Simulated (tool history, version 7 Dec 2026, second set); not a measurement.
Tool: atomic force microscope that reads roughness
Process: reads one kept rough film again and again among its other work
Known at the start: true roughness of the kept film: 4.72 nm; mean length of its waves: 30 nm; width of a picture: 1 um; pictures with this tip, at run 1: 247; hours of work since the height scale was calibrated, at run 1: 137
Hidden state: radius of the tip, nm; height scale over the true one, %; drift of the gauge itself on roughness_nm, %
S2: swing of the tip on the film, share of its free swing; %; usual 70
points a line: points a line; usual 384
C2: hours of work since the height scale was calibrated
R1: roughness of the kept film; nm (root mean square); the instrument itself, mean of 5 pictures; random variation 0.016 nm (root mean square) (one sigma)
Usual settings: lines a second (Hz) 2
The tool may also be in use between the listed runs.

run 1 hour=0 | lines_a_second_(Hz)=2 S2=70 points_a_line=384 | pictures_with_this_tip=247 C2=137 | R1=3.961
-- hour=10.4 new tip fitted
run 2 hour=65.1 | lines_a_second_(Hz)=2 S2=70 points_a_line=384 | pictures_with_this_tip=74 C2=185 | R1=3.93
run 3 hour=106.6 | lines_a_second_(Hz)=2 S2=70 points_a_line=534 | pictures_with_this_tip=129 C2=216 | R1=3.951
run 4 hour=151.1 | lines_a_second_(Hz)=2 S2=70 points_a_line=384 | pictures_with_this_tip=189 C2=249 | R1=3.932
-- hour=203.1 new tip fitted
run 5 hour=214 | lines_a_second_(Hz)=2 S2=70 points_a_line=384 | pictures_with_this_tip=14 C2=296 | R1=3.947
run 6 hour=246.2 | lines_a_second_(Hz)=2 S2=58 points_a_line=384 | pictures_with_this_tip=58 C2=320 | R1=4.008
run 7 hour=299.4 | lines_a_second_(Hz)=2 S2=58 points_a_line=384 | pictures_with_this_tip=129 C2=359 | R1=4.002
run 8 hour=350.3 | lines_a_second_(Hz)=1.15 S2=70 points_a_line=384 | pictures_with_this_tip=197 C2=397 | R1=4.015
run 9 hour=389.6 | lines_a_second_(Hz)=1.15 S2=70 points_a_line=384 | pictures_with_this_tip=250 C2=426 | R1=3.998
-- hour=398.2 new tip fitted
run 10 hour=448.8 | lines_a_second_(Hz)=1.15 S2=79 points_a_line=384 | pictures_with_this_tip=67 C2=470 | R1=3.933
run 11 hour=501.1 | lines_a_second_(Hz)=2 S2=84 points_a_line=384 | pictures_with_this_tip=137 C2=509 | R1=3.835
run 12 hour=535.9 | lines_a_second_(Hz)=3.99 S2=84 points_a_line=384 | pictures_with_this_tip=184 C2=534 | R1=3.535
run 13 hour=570.7 | lines_a_second_(Hz)=3.99 S2=84 points_a_line=384 | pictures_with_this_tip=231 C2=560 | R1=3.528
-- hour=592.7 new tip fitted
run 14 hour=611.8 | lines_a_second_(Hz)=2.98 S2=78 points_a_line=865 | pictures_with_this_tip=26 C2=591 | R1=3.787
run 15 hour=657.9 | lines_a_second_(Hz)=1.65 S2=76 points_a_line=493 | pictures_with_this_tip=88 C2=625 | R1=3.908
run 16 hour=710.1 | lines_a_second_(Hz)=1.65 S2=76 points_a_line=493 | pictures_with_this_tip=158 C2=664 | R1=3.891
run 17 hour=777.1 | lines_a_second_(Hz)=1.65 S2=76 points_a_line=493 | pictures_with_this_tip=247 C2=713 | R1=3.907
-- hour=786.4 new tip fitted
run 18 hour=838.1 | lines_a_second_(Hz)=0.91 S2=77 points_a_line=547 | pictures_with_this_tip=69 C2=758 | R1=4.008
run 19 hour=869.5 | lines_a_second_(Hz)=0.91 S2=77 points_a_line=547 | pictures_with_this_tip=112 C2=782 | R1=4.022
run 20 hour=901.2 | lines_a_second_(Hz)=0.91 S2=77 points_a_line=400 | pictures_with_this_tip=154 C2=805 | R1=3.979
run 21 hour=961.8 | lines_a_second_(Hz)=0.95 S2=70 points_a_line=297 | pictures_with_this_tip=235 C2=850 | R1=4.007
-- hour=978.7 new tip fitted
run 22 hour=1013 | lines_a_second_(Hz)=0.95 S2=70 points_a_line=297 | pictures_with_this_tip=46 C2=888 | R1=4.006
run 23 hour=1067.9 | lines_a_second_(Hz)=0.95 S2=70 points_a_line=297 | pictures_with_this_tip=120 C2=929 | R1=4.011
run 24 hour=1100.3 | lines_a_second_(Hz)=1.95 S2=70 points_a_line=297 | pictures_with_this_tip=163 C2=953 | R1=3.927
run 25 hour=1157.4 | lines_a_second_(Hz)=3.44 S2=69 points_a_line=286 | pictures_with_this_tip=240 C2=995 | R1=3.824

The same runs without the tool's hidden state, with the same run-to-run variation:
run=1 R1=3.982
run=2 R1=3.935
run=3 R1=3.96
run=4 R1=3.946
run=5 R1=3.948
run=6 R1=4.012
run=7 R1=4.012
run=8 R1=4.029
run=9 R1=4.016
run=10 R1=3.939
run=11 R1=3.845
run=12 R1=3.548
run=13 R1=3.543
run=14 R1=3.789
run=15 R1=3.914
run=16 R1=3.902
run=17 R1=3.924
run=18 R1=4.013
run=19 R1=4.03
run=20 R1=3.991
run=21 R1=4.025
run=22 R1=4.01
run=23 R1=4.02
run=24 R1=3.939
run=25 R1=3.841
